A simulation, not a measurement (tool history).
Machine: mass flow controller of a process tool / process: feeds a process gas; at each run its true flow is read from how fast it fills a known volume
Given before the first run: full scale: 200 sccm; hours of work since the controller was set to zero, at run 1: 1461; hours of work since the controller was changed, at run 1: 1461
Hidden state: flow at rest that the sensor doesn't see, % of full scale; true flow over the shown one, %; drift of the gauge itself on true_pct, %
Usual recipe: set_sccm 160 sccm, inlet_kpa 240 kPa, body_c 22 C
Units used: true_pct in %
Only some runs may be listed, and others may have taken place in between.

run	hour	set_sccm	inlet_kpa	body_c	hours of work since the controller was set to zero	hours of work since the controller was changed	true_pct
1	0.0	160	240	22	1461	1461	99.27
2	67.0	160	240	22	1487	1487	99.38
3	195.1	160	240	22	1537	1537	99.35
4	360.1	160	240	22	1601	1601	99.35
5	444.3	160	240	22	1633	1633	99.43
6	608.0	160	254	22	1697	1697	99.45
7	739.7	160	212	22	1748	1748	99.25
8	838.8	160	212	22	1786	1786	99.36
9	972.6	160	212	22	1838	1838	99.18
10	1118.0	160	212	22	1894	1894	99.21
11	1187.1	160	240	22	1921	1921	99.43
12	1274.8	92	240	22	1955	1955	98.70
13	1344.3	92	240	22	1982	1982	98.77
# hour 1352.0: controller's zero set anew
14	1504.8	160	240	38	59	2044	101.30
15	1653.7	160	170	22	117	2101	99.42
16	1719.9	160	202	32	142	2127	100.49
17	1786.8	135	240	22	168	2153	99.32
# hour 1928.4: controller's zero set anew, once more
18	1929.9	116	167	22	1	2208	97.56
19	2007.6	24	155	22	31	2238	95.97
20	2114.0	24	144	28	72	2279	96.64
21	2187.1	24	144	25	100	2307	96.46
22	2296.9	24	144	36	143	2350	97.51
23	2364.2	29	240	29	169	2376	97.37
24	2513.7	20	149	22	226	2434	96.37
25	2676.8	91	188	22	290	2497	97.21
26	2798.4	23	192	22	337	2544	96.68
27	2918.8	23	192	22	383	2591	96.97
28	3003.3	41	199	23	416	2623	96.84
29	3140.3	81	187	21	469	2676	97.19

Each row is a separate what-if for the run after 29, all from the same tool condition, not one after another. Results?
A	3243.4	105	172	22	509	2716	?
B	3243.4	30	140	29	509	2716	?
C	3243.4	160	181	22	509	2716	?

run	true_pct
A	97.46
B	97.48
C	98.44
With no hidden state in the tool, these same runs would have given:
run	true_pct
A	97.93
B	97.22
C	99.01
